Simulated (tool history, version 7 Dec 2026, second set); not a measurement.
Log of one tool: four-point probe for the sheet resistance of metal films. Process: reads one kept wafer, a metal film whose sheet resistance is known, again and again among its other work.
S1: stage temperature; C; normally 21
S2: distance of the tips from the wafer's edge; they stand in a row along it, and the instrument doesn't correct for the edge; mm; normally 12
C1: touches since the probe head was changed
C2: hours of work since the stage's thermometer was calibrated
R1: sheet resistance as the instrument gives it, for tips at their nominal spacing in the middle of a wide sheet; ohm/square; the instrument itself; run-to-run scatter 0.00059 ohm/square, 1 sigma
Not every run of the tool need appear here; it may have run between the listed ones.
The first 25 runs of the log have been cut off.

| run | day | S1 | S2 | C1 | C2 | R1 |
|---|---|---|---|---|---|---|
| 26 | 21.379 | 34 | 18 | 69844 | 450 | 2.976387 |
| 27 | 22.25 | 34 | 18 | 70958 | 464 | 2.976461 |
| 28 | 23.079 | 22 | 27 | 72020 | 478 | 2.960973 |
| 29 | 23.588 | 30 | 27 | 72676 | 487 | 2.968971 |
| 30 | 24.088 | 20 | 19 | 73318 | 496 | 2.96275 |
| 31 | 24.75 | 29 | 19 | 74165 | 507 | 2.971586 |
| 32 | 25.771 | 30 | 5 | 75475 | 524 | 3.030955 |
| 33 | 26.992 | 21 | 9 | 77040 | 545 | 2.97968 |
| 34 | 27.812 | 21 | 9 | 78093 | 559 | 2.979214 |
| 35 | 28.979 | 33 | 5 | 79591 | 578 | 3.034921 |
|  | 29.721 | new probe head fitted |
| 36 | 30.096 | 28 | 9 | 479 | 596 | 2.954383 |
| 37 | 30.879 | 35 | 17 | 1483 | 610 | 2.948038 |
| 38 | 31.592 | 35 | 17 | 2401 | 622 | 2.948416 |
| 39 | 32.396 | 21 | 6 | 3431 | 635 | 2.972761 |
| 40 | 33.117 | 19 | 44 | 4354 | 648 | 2.927055 |
| 41 | 34.262 | 28 | 9 | 5827 | 667 | 2.955263 |
| 42 | 35.246 | 35 | 4 | 7085 | 684 | 3.040341 |
| 43 | 35.971 | 35 | 4 | 8016 | 696 | 3.041518 |
| 44 | 37.062 | 30 | 48 | 9417 | 714 | 2.941346 |

Here are 5 independent what-if runs from the current tool condition. What would each one return?
| A | 37.675 | 20 | 8 | 10201 | 725 | ? |
| B | 37.675 | 20 | 7 | 10201 | 725 | ? |
| C | 37.675 | 21 | 11 | 10201 | 725 | ? |
| D | 37.675 | 28 | 46 | 10201 | 725 | ? |
| E | 37.675 | 26 | 27 | 10201 | 725 | ? |

| run | R1 |
|---|---|
| A | 2.95461 |
| B | 2.961816 |
| C | 2.944617 |
| D | 2.93997 |
| E | 2.938281 |
With the hidden condition removed and each run's random variation left untouched, the same runs would have given:
| run | R1 |
|---|---|
| A | 2.948465 |
| B | 2.955657 |
| C | 2.938499 |
| D | 2.933908 |
| E | 2.93221 |
